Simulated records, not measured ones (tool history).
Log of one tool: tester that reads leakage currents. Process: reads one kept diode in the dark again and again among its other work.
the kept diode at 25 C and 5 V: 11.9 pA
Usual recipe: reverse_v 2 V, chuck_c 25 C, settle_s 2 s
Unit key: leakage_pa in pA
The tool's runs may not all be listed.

| run | day | reverse_v | chuck_c | settle_s | leakage_pa |
|---|---|---|---|---|---|
| 1 | 0 | 2 | 25 | 2 | 7.34 |
| 2 | 2.254 | 2 | 25 | 2 | 7.45 |
| 3 | 5.167 | 2 | 25 | 2 | 7.43 |
| 4 | 8.433 | 2 | 25 | 2 | 7.35 |
| 5 | 10.092 | 2 | 25 | 2 | 7.44 |
| 6 | 12.7 | 2 | 59 | 2 | 67.94 |
| 7 | 14.942 | 2 | 59 | 2 | 67.99 |
| 8 | 17.488 | 2 | 25 | 2 | 7.48 |
| 9 | 20.358 | 2 | 25 | 2 | 7.47 |
| 10 | 23.704 | 2 | 25 | 2 | 7.39 |
| 11 | 27.112 | 2 | 25 | 2 | 7.27 |
| 12 | 30.317 | 2 | 25 | 2 | 7.34 |
| 13 | 33.725 | 17.61 | 25 | 2 | 28.33 |
| 14 | 35.967 | 2 | 25 | 2 | 7.32 |
| 15 | 39.042 | 2 | 25 | 2 | 7.4 |
| 16 | 41.404 | 2 | 25 | 2 | 7.31 |
| 17 | 44.454 | 2 | 25 | 2 | 7.39 |
| 18 | 46.812 | 2 | 25 | 2 | 7.34 |
| 19 | 49.192 | 2 | 25 | 2 | 7.35 |
| 20 | 52.104 | 11.01 | 50 | 2 | 107.25 |
| 21 | 54.704 | 2.07 | 34 | 1.22 | 14.34 |
| 22 | 56.575 | 4.69 | 40 | 2 | 34.22 |
| 23 | 59.408 | 3.83 | 40 | 5.83 | 29.77 |
| 24 | 62.754 | 8.08 | 44 | 2 | 61.07 |
| 25 | 65.654 | 8.08 | 44 | 2 | 60.74 |
| 26 | 69.058 | 11.42 | 21 | 1.64 | 16.93 |
| 27 | 71.958 | 3.04 | 21 | 1.64 | 7.33 |
| 28 | 75.104 | 3.04 | 21 | 1.64 | 7.37 |
| 29 | 78 | 2 | 50 | 6.62 | 38.85 |
| 30 | 80.512 | 2 | 50 | 6.62 | 39 |
| 31 | 83.108 | 8.43 | 50 | 5.22 | 89.89 |
| 32 | 85.596 | 1.23 | 45 | 7.81 | 21.29 |
| 33 | 87.121 | 1.23 | 41 | 7.81 | 16.47 |
| 34 | 89.262 | 14.88 | 41 | 1.1 | 74.43 |
| 35 | 92.062 | 1.29 | 27 | 1.13 | 6.77 |

Not shown: 2 entries that the log had between the listed runs. Between which runs, and how does the tool's hidden state differ before and after?
Run 24 -> run 25: chuck's temperature calibrated (day 65.012)
  no difference in the tool's unlogged condition between these two runs
Run 27 -> run 28: tester calibrated (day 74.912)
  no difference in the tool's unlogged condition between these two runs

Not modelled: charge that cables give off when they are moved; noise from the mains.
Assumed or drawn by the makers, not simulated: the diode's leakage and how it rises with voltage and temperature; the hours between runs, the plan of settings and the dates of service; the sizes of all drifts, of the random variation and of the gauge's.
